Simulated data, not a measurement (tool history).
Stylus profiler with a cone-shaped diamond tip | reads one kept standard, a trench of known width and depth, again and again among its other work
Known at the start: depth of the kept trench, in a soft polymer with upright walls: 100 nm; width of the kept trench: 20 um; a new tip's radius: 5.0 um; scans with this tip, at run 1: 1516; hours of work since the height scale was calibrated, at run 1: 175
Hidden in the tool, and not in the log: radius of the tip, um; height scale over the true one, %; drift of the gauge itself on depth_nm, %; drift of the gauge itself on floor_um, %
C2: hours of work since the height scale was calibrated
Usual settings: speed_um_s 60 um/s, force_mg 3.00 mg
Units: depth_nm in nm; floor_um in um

Run 1, hour 0.0: usual settings; scans with this tip 1516; C2 175. Result: depth_nm 100.79 nm, floor_um 17.57 um.
Run 2, hour 9.9: usual settings but force_mg 3.20 mg; scans with this tip 1565; C2 180. Result: depth_nm 100.83 nm, floor_um 17.63 um.
Run 3, hour 25.6: usual settings; scans with this tip 1643; C2 189. Result: depth_nm 100.79 nm, floor_um 17.56 um.
Run 4, hour 36.7: usual settings; scans with this tip 1697; C2 195. Result: depth_nm 100.80 nm, floor_um 17.56 um.
At hour 38.9: height scale calibrated on a step standard.
Run 5, hour 56.5: usual settings; scans with this tip 1792; C2 10. Result: depth_nm 100.79 nm, floor_um 17.61 um.
Run 6, hour 67.6: usual settings but speed_um_s 54 um/s, force_mg 3.73 mg; scans with this tip 1847; C2 16. Result: depth_nm 100.92 nm, floor_um 17.69 um.
Run 7, hour 87.3: usual settings but speed_um_s 54 um/s, force_mg 3.73 mg; scans with this tip 1944; C2 27. Result: depth_nm 100.91 nm, floor_um 17.62 um.
Run 8, hour 105.4: usual settings but force_mg 6.32 mg; scans with this tip 2033; C2 38. Result: depth_nm 101.32 nm, floor_um 17.66 um.
Run 9, hour 118.3: usual settings but force_mg 6.32 mg; scans with this tip 2096; C2 45. Result: depth_nm 101.29 nm, floor_um 17.72 um.
Run 10, hour 131.0: usual settings but speed_um_s 24 um/s, force_mg 2.56 mg; scans with this tip 2159; C2 52. Result: depth_nm 100.71 nm, floor_um 17.71 um.

3 ways to go on from here, each from the tool as it stands after run 10. What would each give?
Run A, hour 143.0: usual settings but speed_um_s 37 um/s, force_mg 2.65 mg; scans with this tip 2218; C2 59. Result: depth_nm ?, floor_um ?.
Run B, hour 143.0: usual settings but speed_um_s 91 um/s, force_mg 3.41 mg; scans with this tip 2218; C2 59. Result: depth_nm ?, floor_um ?.
Run C, hour 143.0: usual settings but force_mg 1.30 mg; scans with this tip 2218; C2 59. Result: depth_nm ?, floor_um ?.

run  depth_nm  floor_um
  A    100.73     17.65
  B    100.87     17.39
  C    100.44     17.42
Without the tool's hidden state the same runs would have given:
run  depth_nm  floor_um
  A    100.74     17.76
  B    100.88     17.50
  C    100.45     17.54
